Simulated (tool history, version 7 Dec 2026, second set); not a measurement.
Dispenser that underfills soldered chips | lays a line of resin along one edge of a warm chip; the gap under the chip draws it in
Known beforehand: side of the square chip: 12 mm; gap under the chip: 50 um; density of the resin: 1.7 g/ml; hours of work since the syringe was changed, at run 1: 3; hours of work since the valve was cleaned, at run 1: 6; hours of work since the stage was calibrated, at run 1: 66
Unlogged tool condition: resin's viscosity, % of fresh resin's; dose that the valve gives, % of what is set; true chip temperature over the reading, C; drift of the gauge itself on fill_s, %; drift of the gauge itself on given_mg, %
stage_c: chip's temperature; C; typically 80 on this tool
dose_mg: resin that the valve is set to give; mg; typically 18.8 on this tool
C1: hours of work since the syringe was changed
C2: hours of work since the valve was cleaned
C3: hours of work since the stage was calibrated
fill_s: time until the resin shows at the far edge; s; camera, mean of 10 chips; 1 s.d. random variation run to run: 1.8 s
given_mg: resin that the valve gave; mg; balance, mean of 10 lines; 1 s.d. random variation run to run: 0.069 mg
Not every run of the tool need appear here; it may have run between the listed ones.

run 1 hour=0 | stage_c=80 dose_mg=18.8 | C1=3 C2=6 C3=66 | fill_s=212.5 given_mg=18.79
-- hour=6 new syringe of resin
run 2 hour=11.9 | stage_c=80 dose_mg=18.8 | C1=5 C2=15 C3=75 | fill_s=245.2 given_mg=18.6
-- hour=15.1 new syringe of resin
run 3 hour=23.5 | stage_c=80 dose_mg=16.4 | C1=6 C2=23 C3=84 | fill_s=279.2 given_mg=16.18
-- hour=24.6 new syringe of resin
-- hour=34.1 new syringe of resin
run 4 hour=35.1 | stage_c=80 dose_mg=16.4 | C1=1 C2=32 C3=92 | fill_s=196.9 given_mg=16.12
run 5 hour=42 | stage_c=80 dose_mg=23.7 | C1=6 C2=37 C3=98 | fill_s=261.6 given_mg=23.06
-- hour=43.9 new syringe of resin
-- hour=53.3 new syringe of resin
run 6 hour=54.8 | stage_c=80 dose_mg=23.7 | C1=1 C2=47 C3=107 | fill_s=188.2 given_mg=23.06
-- hour=62.4 new syringe of resin
run 7 hour=62.6 | stage_c=80 dose_mg=23.7 | C1=0 C2=52 C3=113 | fill_s=178.2 given_mg=22.93
run 8 hour=67.8 | stage_c=80 dose_mg=18.8 | C1=4 C2=56 C3=117 | fill_s=234.5 given_mg=18.05
-- hour=71.8 new syringe of resin
run 9 hour=77.8 | stage_c=80 dose_mg=18.8 | C1=5 C2=64 C3=124 | fill_s=243.5 given_mg=17.97
-- hour=81.3 new syringe of resin
-- hour=82.3 dispensing valve cleaned and set on the balance
run 10 hour=88.6 | stage_c=80 dose_mg=18.8 | C1=5 C2=5 C3=132 | fill_s=248.2 given_mg=18.69
-- hour=91.9 new syringe of resin
run 11 hour=98.8 | stage_c=80 dose_mg=18.8 | C1=5 C2=13 C3=139 | fill_s=253.7 given_mg=18.57
-- hour=100.9 new syringe of resin
run 12 hour=108.7 | stage_c=80 dose_mg=18.8 | C1=6 C2=20 C3=147 | fill_s=259.7 given_mg=18.55
-- hour=110 new syringe of resin
-- hour=118.9 new syringe of resin
run 13 hour=118.9 | stage_c=94 dose_mg=18.8 | C1=0 C2=27 C3=154 | fill_s=120.7 given_mg=18.4
run 14 hour=124.9 | stage_c=80 dose_mg=17.4 | C1=5 C2=32 C3=159 | fill_s=238.9 given_mg=17.06
-- hour=128.5 new syringe of resin
run 15 hour=130.6 | stage_c=80 dose_mg=17.4 | C1=2 C2=36 C3=163 | fill_s=204.2 given_mg=17.02
-- hour=137.8 new syringe of resin
run 16 hour=140 | stage_c=67 dose_mg=17.4 | C1=2 C2=43 C3=170 | fill_s=304.5 given_mg=16.87
-- hour=146.9 new syringe of resin
run 17 hour=149.8 | stage_c=67 dose_mg=17.4 | C1=2 C2=50 C3=177 | fill_s=308.7 given_mg=16.95
-- hour=156.5 new syringe of resin
run 18 hour=159.6 | stage_c=76 dose_mg=19 | C1=2 C2=58 C3=184 | fill_s=235.3 given_mg=18.17
-- hour=165.8 new syringe of resin
run 19 hour=169.1 | stage_c=87 dose_mg=16.7 | C1=3 C2=65 C3=191 | fill_s=174.6 given_mg=15.9
-- hour=171.3 dispensing valve cleaned and set on the balance
-- hour=176.8 new syringe of resin
run 20 hour=177.6 | stage_c=87 dose_mg=16.7 | C1=1 C2=5 C3=197 | fill_s=154.4 given_mg=16.56
run 21 hour=185 | stage_c=87 dose_mg=16.7 | C1=6 C2=10 C3=203 | fill_s=221.5 given_mg=16.48
-- hour=186.3 new syringe of resin
run 22 hour=194.2 | stage_c=80 dose_mg=19.8 | C1=6 C2=17 C3=210 | fill_s=256.3 given_mg=19.43
-- hour=195.3 new syringe of resin
run 23 hour=200.4 | stage_c=80 dose_mg=19.8 | C1=4 C2=22 C3=214 | fill_s=223.9 given_mg=19.43
-- hour=204.6 new syringe of resin
run 24 hour=211.8 | stage_c=80 dose_mg=19.8 | C1=6 C2=30 C3=223 | fill_s=251.2 given_mg=19.45
-- hour=214.4 new syringe of resin
run 25 hour=222.1 | stage_c=90 dose_mg=20.7 | C1=6 C2=38 C3=230 | fill_s=191.7 given_mg=19.98
-- hour=223.9 new syringe of resin
-- hour=233.2 new syringe of resin
run 26 hour=233.3 | stage_c=68 dose_mg=19.3 | C1=0 C2=46 C3=238 | fill_s=252.3 given_mg=18.62
-- hour=242.5 new syringe of resin
run 27 hour=244.6 | stage_c=77 dose_mg=19.3 | C1=2 C2=55 C3=247 | fill_s=207.2 given_mg=18.47
-- hour=251.4 new syringe of resin
run 28 hour=256.1 | stage_c=75 dose_mg=19.3 | C1=4 C2=63 C3=255 | fill_s=257.6 given_mg=18.38
-- hour=260.5 dispensing valve cleaned and set on the balance
-- hour=261.8 new syringe of resin
run 29 hour=268.2 | stage_c=75 dose_mg=19.3 | C1=5 C2=6 C3=264 | fill_s=276.3 given_mg=19.22
-- hour=270.9 new syringe of resin
run 30 hour=277.7 | stage_c=94 dose_mg=24 | C1=5 C2=13 C3=271 | fill_s=162.8 given_mg=23.86
-- hour=279.8 new syringe of resin
run 31 hour=284.9 | stage_c=80 dose_mg=16.6 | C1=4 C2=18 C3=276 | fill_s=233.1 given_mg=16.33
-- hour=288.9 new syringe of resin
run 32 hour=295.2 | stage_c=83 dose_mg=18.7 | C1=5 C2=26 C3=284 | fill_s=212.9 given_mg=18.37
-- hour=298.8 new syringe of resin
run 33 hour=306 | stage_c=83 dose_mg=20.3 | C1=6 C2=34 C3=292 | fill_s=220.2 given_mg=19.94
-- hour=308 new syringe of resin
-- hour=317.6 new syringe of resin
run 34 hour=317.6 | stage_c=78 dose_mg=18.1 | C1=0 C2=42 C3=300 | fill_s=182.8 given_mg=17.69

Hidden state at the last listed run before each entry between runs and at the first one after, where it differs:
Runs 1 to 2: new syringe of resin (hour 6)
  resin's viscosity, % of fresh resin's: 118.2 -> 137.5; dose that the valve gives, % of what is set: 99.7 -> 99.09; true chip temperature over the reading, C: 0.44 -> 0.5
  measured less the result without the state, fill_s: +30.4 -> +64.5 s; given_mg: -0.06 -> -0.17 mg
Runs 2 to 3: new syringe of resin (hour 15.1)
  resin's viscosity, % of fresh resin's: 137.5 -> 149.9; dose that the valve gives, % of what is set: 99.09 -> 98.5; true chip temperature over the reading, C: 0.5 -> 0.55
  measured less the result without the state, fill_s: +64.5 -> +90.6 s; given_mg: -0.17 -> -0.24 mg
Runs 3 to 4: new syringe of resin (hour 24.6); new syringe of resin (hour 34.1)
  resin's viscosity, % of fresh resin's: 149.9 -> 106.1; dose that the valve gives, % of what is set: 98.5 -> 97.91; true chip temperature over the reading, C: 0.55 -> 0.61
  measured less the result without the state, fill_s: +90.6 -> +9 s; given_mg: -0.24 -> -0.35 mg
Runs 5 to 6: new syringe of resin (hour 43.9); new syringe of resin (hour 53.3)
  resin's viscosity, % of fresh resin's: 149.7 -> 107.8; dose that the valve gives, % of what is set: 97.53 -> 96.87; true chip temperature over the reading, C: 0.64 -> 0.7
  measured less the result without the state, fill_s: +83.5 -> +10.2 s; given_mg: -0.59 -> -0.75 mg
Runs 6 to 7: new syringe of resin (hour 62.4)
  resin's viscosity, % of fresh resin's: 107.8 -> 102; dose that the valve gives, % of what is set: 96.87 -> 96.45; true chip temperature over the reading, C: 0.7 -> 0.73
  measured less the result without the state, fill_s: +10.2 -> -0.1 s; given_mg: -0.75 -> -0.84 mg
Runs 8 to 9: new syringe of resin (hour 71.8)
  resin's viscosity, % of fresh resin's: 132.4 -> 135.5; dose that the valve gives, % of what is set: 96.16 -> 95.66; true chip temperature over the reading, C: 0.76 -> 0.81
  measured less the result without the state, fill_s: +54.5 -> +60.7 s; given_mg: -0.72 -> -0.81 mg
Runs 9 to 10: new syringe of resin (hour 81.3); dispensing valve cleaned and set on the balance (hour 82.3)
  resin's viscosity, % of fresh resin's: 135.5 -> 137.9; dose that the valve gives, % of what is set: 95.66 -> 99.63; true chip temperature over the reading, C: 0.81 -> 0.85
  measured less the result without the state, fill_s: +60.7 -> +63.4 s; given_mg: -0.81 -> -0.07 mg
Runs 10 to 11: new syringe of resin (hour 91.9)
  resin's viscosity, % of fresh resin's: 137.9 -> 143.4; dose that the valve gives, % of what is set: 99.63 -> 99.06; true chip temperature over the reading, C: 0.85 -> 0.9
  measured less the result without the state, fill_s: +63.4 -> +72.2 s; given_mg: -0.07 -> -0.17 mg
Runs 11 to 12: new syringe of resin (hour 100.9)
  resin's viscosity, % of fresh resin's: 143.4 -> 146.3; dose that the valve gives, % of what is set: 99.06 -> 98.57; true chip temperature over the reading, C: 0.9 -> 0.95
  measured less the result without the state, fill_s: +72.2 -> +77.3 s; given_mg: -0.17 -> -0.26 mg
Runs 12 to 13: new syringe of resin (hour 110); new syringe of resin (hour 118.9)
  resin's viscosity, % of fresh resin's: 146.3 -> 99.6; dose that the valve gives, % of what is set: 98.57 -> 98.07; true chip temperature over the reading, C: 0.95 -> 0.99
  measured less the result without the state, fill_s: +77.3 -> -3.6 s; given_mg: -0.26 -> -0.36 mg
Runs 14 to 15: new syringe of resin (hour 128.5)
  resin's viscosity, % of fresh resin's: 134.4 -> 112.8; dose that the valve gives, % of what is set: 97.77 -> 97.48; true chip temperature over the reading, C: 1.03 -> 1.05
  measured less the result without the state, fill_s: +56.4 -> +18.4 s; given_mg: -0.39 -> -0.44 mg
Runs 15 to 16: new syringe of resin (hour 137.8)
  resin's viscosity, % of fresh resin's: 112.8 -> 113.6; dose that the valve gives, % of what is set: 97.48 -> 97.03; true chip temperature over the reading, C: 1.05 -> 1.1
  measured less the result without the state, fill_s: +18.4 -> +28.4 s; given_mg: -0.44 -> -0.52 mg
Runs 16 to 17: new syringe of resin (hour 146.9)
  resin's viscosity, % of fresh resin's: 113.6 -> 114.9; dose that the valve gives, % of what is set: 97.03 -> 96.52; true chip temperature over the reading, C: 1.1 -> 1.14
  measured less the result without the state, fill_s: +28.4 -> +32 s; given_mg: -0.52 -> -0.61 mg
Runs 17 to 18: new syringe of resin (hour 156.5)
  resin's viscosity, % of fresh resin's: 114.9 -> 117.3; dose that the valve gives, % of what is set: 96.52 -> 96.04; true chip temperature over the reading, C: 1.14 -> 1.19
  measured less the result without the state, fill_s: +32 -> +28.4 s; given_mg: -0.61 -> -0.75 mg
Runs 18 to 19: new syringe of resin (hour 165.8)
  resin's viscosity, % of fresh resin's: 117.3 -> 117.7; dose that the valve gives, % of what is set: 96.04 -> 95.55; true chip temperature over the reading, C: 1.19 -> 1.23
  measured less the result without the state, fill_s: +28.4 -> +22.7 s; given_mg: -0.75 -> -0.74 mg
Runs 19 to 20: dispensing valve cleaned and set on the balance (hour 171.3); new syringe of resin (hour 176.8)
  resin's viscosity, % of fresh resin's: 117.7 -> 105; dose that the valve gives, % of what is set: 95.55 -> 99.2; true chip temperature over the reading, C: 1.23 -> 1.26
  measured less the result without the state, fill_s: +22.7 -> +2.2 s; given_mg: -0.74 -> -0.13 mg
Runs 21 to 22: new syringe of resin (hour 186.3)
  resin's viscosity, % of fresh resin's: 150.8 -> 146; dose that the valve gives, % of what is set: 98.76 -> 98.26; true chip temperature over the reading, C: 1.3 -> 1.34
  measured less the result without the state, fill_s: +69.6 -> +73.9 s; given_mg: -0.21 -> -0.35 mg
Runs 22 to 23: new syringe of resin (hour 195.3)
  resin's viscosity, % of fresh resin's: 146 -> 128.3; dose that the valve gives, % of what is set: 98.26 -> 98.01; true chip temperature over the reading, C: 1.34 -> 1.37
  measured less the result without the state, fill_s: +73.9 -> +42.3 s; given_mg: -0.35 -> -0.4 mg
Runs 23 to 24: new syringe of resin (hour 204.6)
  resin's viscosity, % of fresh resin's: 128.3 -> 141.4; dose that the valve gives, % of what is set: 98.01 -> 97.38; true chip temperature over the reading, C: 1.37 -> 1.42
  measured less the result without the state, fill_s: +42.3 -> +66.4 s; given_mg: -0.4 -> -0.52 mg
Runs 24 to 25: new syringe of resin (hour 214.4)
  resin's viscosity, % of fresh resin's: 141.4 -> 146.8; dose that the valve gives, % of what is set: 97.38 -> 96.82; true chip temperature over the reading, C: 1.42 -> 1.47
  measured less the result without the state, fill_s: +66.4 -> +55.9 s; given_mg: -0.52 -> -0.66 mg
Runs 25 to 26: new syringe of resin (hour 223.9); new syringe of resin (hour 233.2)
  resin's viscosity, % of fresh resin's: 146.8 -> 99.9; dose that the valve gives, % of what is set: 96.82 -> 96.24; true chip temperature over the reading, C: 1.47 -> 1.52
  measured less the result without the state, fill_s: +55.9 -> -11.6 s; given_mg: -0.66 -> -0.72 mg
Runs 26 to 27: new syringe of resin (hour 242.5)
  resin's viscosity, % of fresh resin's: 99.9 -> 111.2; dose that the valve gives, % of what is set: 96.24 -> 95.67; true chip temperature over the reading, C: 1.52 -> 1.58
  measured less the result without the state, fill_s: -11.6 -> +12.8 s; given_mg: -0.72 -> -0.83 mg
Runs 27 to 28: new syringe of resin (hour 251.4)
  resin's viscosity, % of fresh resin's: 111.2 -> 128.3; dose that the valve gives, % of what is set: 95.67 -> 95.04; true chip temperature over the reading, C: 1.58 -> 1.63
  measured less the result without the state, fill_s: +12.8 -> +47.8 s; given_mg: -0.83 -> -0.96 mg
Runs 28 to 29: dispensing valve cleaned and set on the balance (hour 260.5); new syringe of resin (hour 261.8)
  resin's viscosity, % of fresh resin's: 128.3 -> 137.9; dose that the valve gives, % of what is set: 95.04 -> 99.87; true chip temperature over the reading, C: 1.63 -> 1.68
  measured less the result without the state, fill_s: +47.8 -> +65.4 s; given_mg: -0.96 -> -0.03 mg
Runs 29 to 30: new syringe of resin (hour 270.9)
  resin's viscosity, % of fresh resin's: 137.9 -> 141.9; dose that the valve gives, % of what is set: 99.87 -> 99.37; true chip temperature over the reading, C: 1.68 -> 1.73
  measured less the result without the state, fill_s: +65.4 -> +42.3 s; given_mg: -0.03 -> -0.15 mg
Runs 30 to 31: new syringe of resin (hour 279.8)
  resin's viscosity, % of fresh resin's: 141.9 -> 129.9; dose that the valve gives, % of what is set: 99.37 -> 98.98; true chip temperature over the reading, C: 1.73 -> 1.76
  measured less the result without the state, fill_s: +42.3 -> +44.3 s; given_mg: -0.15 -> -0.17 mg
Runs 31 to 32: new syringe of resin (hour 288.9)
  resin's viscosity, % of fresh resin's: 129.9 -> 134.5; dose that the valve gives, % of what is set: 98.98 -> 98.43; true chip temperature over the reading, C: 1.76 -> 1.81
  measured less the result without the state, fill_s: +44.3 -> +46.3 s; given_mg: -0.17 -> -0.3 mg
Runs 32 to 33: new syringe of resin (hour 298.8)
  resin's viscosity, % of fresh resin's: 134.5 -> 139.8; dose that the valve gives, % of what is set: 98.43 -> 97.85; true chip temperature over the reading, C: 1.81 -> 1.86
  measured less the result without the state, fill_s: +46.3 -> +54.2 s; given_mg: -0.3 -> -0.44 mg
Runs 33 to 34: new syringe of resin (hour 308); new syringe of resin (hour 317.6)
  resin's viscosity, % of fresh resin's: 139.8 -> 99.4; dose that the valve gives, % of what is set: 97.85 -> 97.22; true chip temperature over the reading, C: 1.86 -> 1.91
  measured less the result without the state, fill_s: +54.2 -> -11.1 s; given_mg: -0.44 -> -0.51 mg
